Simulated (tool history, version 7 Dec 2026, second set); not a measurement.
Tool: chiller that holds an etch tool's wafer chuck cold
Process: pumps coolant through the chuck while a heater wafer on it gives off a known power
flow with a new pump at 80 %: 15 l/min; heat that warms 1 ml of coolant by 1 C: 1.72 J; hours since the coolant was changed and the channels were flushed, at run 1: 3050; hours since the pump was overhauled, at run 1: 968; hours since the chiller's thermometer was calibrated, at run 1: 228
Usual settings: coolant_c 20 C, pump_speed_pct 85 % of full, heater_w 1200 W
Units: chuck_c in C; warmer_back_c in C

run,day,coolant_c,pump_speed_pct,heater_w,hours since the coolant was changed and the channels were flushed,hours since the pump was overhauled,hours since the chiller's thermometer was calibrated,chuck_c,warmer_back_c
1,0,20,85,1200,3050,968,228,32.5,2.66
2,5.392,20,85,1200,3179,1098,358,32.4,2.68
3,10.088,20,85,1200,3292,1211,470,32.4,2.68
4,12.988,14,85,1200,3361,1280,540,26.5,2.67
5,17.012,14,85,1200,3458,1377,636,26.6,2.72
6,21.525,14,85,1200,3566,1485,745,26.6,2.69
7,24.112,14,94,1200,3628,1547,807,25.9,2.43
8,27.842,14,94,1200,3718,1637,896,25.9,2.44
9,32.925,14,94,1200,3840,1759,1018,26,2.46
10,36.208,20,85,1200,3919,1837,1097,32.5,2.69
11,40.492,11,85,1200,4022,1940,1200,23.6,2.67
12,43.6,11,85,1200,4096,2015,1275,23.6,2.69
13,47.521,11,85,1200,4190,2109,1369,23.5,2.66
14,50.375,19,85,1200,4259,2177,1437,31.7,2.67
15,54.192,19,85,1200,4350,2269,1529,31.5,2.71
16,59.729,19,85,1200,4483,2402,1662,31.6,2.72
17,63.612,20,72,1095,4576,2495,1755,32.5,2.92
18,68.988,12,72,603,4705,2624,1884,18.6,1.64
19,74.642,20,65,1200,4841,2760,2020,34.6,3.54
20,77.275,24,82,1012,4904,2823,2083,34.8,2.39
21,83.012,26,87,1012,5042,2961,2220,36.5,2.25
22,86.225,11,64,896,5119,3038,2298,21.7,2.73
23,89.258,11,64,896,5192,3111,2370,21.9,2.69
# day 91.767: coolant changed, channels flushed
24,93.296,25,85,853,37,3202,2461,33.1,1.97
25,96.862,20,88,609,122,3287,2547,25.4,1.36
26,99.792,28,88,1063,193,3357,2617,38,2.34
27,103.658,22,83,1130,285,3450,2710,33,2.67
28,107.654,14,76,1185,381,3546,2806,25.9,3.03
29,110.525,14,76,1185,450,3615,2875,26.1,3.03
30,113.225,23,76,1185,515,3680,2939,35,3.01
31,118.392,23,76,1185,639,3804,3064,35,3.05
32,123.096,23,80,941,752,3917,3176,32.2,2.3

Forecast each of these 3 alternatives for the next run:
A,128.483,20,71,1340,881,4046,3306,?,?
B,128.483,26,60,1710,881,4046,3306,?,?
C,128.483,26,69,952,881,4046,3306,?,?

run,chuck_c,warmer_back_c
A,34.4,3.7
B,46.2,5.53
C,36.3,2.69
Without the tool's hidden state the same runs would have given:
run,chuck_c,warmer_back_c
A,34.4,3.52
B,45.9,5.26
C,36.5,2.56
